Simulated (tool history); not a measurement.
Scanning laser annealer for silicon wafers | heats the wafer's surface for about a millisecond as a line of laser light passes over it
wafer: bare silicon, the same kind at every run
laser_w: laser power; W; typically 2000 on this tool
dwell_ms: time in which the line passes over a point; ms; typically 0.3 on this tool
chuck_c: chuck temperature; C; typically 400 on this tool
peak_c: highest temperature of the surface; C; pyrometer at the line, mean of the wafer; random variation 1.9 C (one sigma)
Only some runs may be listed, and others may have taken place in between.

run   hour  laser_w  dwell_ms  chuck_c  peak_c
  1      0     2000       0.3      400    1057
  2    8.9     2000       0.3      400    1058
  3   22.4     2000       0.3      400    1059
  4   36.8     2000       0.3      400    1060
  5   46.9     2000      0.22      400     953
  6   55.8     2000      0.22      400     947
  7   68.8     2000      0.22      383     931
  8   81.7     2000       0.3      400    1056
  9  102.6     2000     0.364      400    1131
 10  122.4     2063       0.3      400    1079
 11  135.8     2000       0.3      400    1056
 12  157.2     2000       0.3      400    1053
 13  173.1     2000       0.3      400    1055
 14    187     2000       0.3      400    1052
 15  205.4     2172     0.309      363    1100
 16  226.6     2003     0.309      363    1026
 17  242.3     2003     0.309      363    1026
 18  251.1     1792     0.309      368     940
 19  262.2     2000       0.3      365    1017
 20  273.8     2131     0.226      418    1015
 21  288.5     1917     0.315      392    1022
 22  308.2     1917     0.315      394    1024

Each row is a separate what-if for the run after 22, all from the same tool condition, not one after another. Results?
  A  323.3     2105     0.214      392       ?
  B  323.3     1924     0.245      411       ?
  C  323.3     2144       0.3      400       ?
  D  323.3     2000     0.338      430       ?
  E  323.3     2000     0.377      400       ?

run  peak_c
  A     960
  B     956
  C    1109
  D    1124
  E    1139
Without the tool's hidden state the same runs would have given:
run  peak_c
  A    1017
  B    1011
  C    1180
  D    1193
  E    1213

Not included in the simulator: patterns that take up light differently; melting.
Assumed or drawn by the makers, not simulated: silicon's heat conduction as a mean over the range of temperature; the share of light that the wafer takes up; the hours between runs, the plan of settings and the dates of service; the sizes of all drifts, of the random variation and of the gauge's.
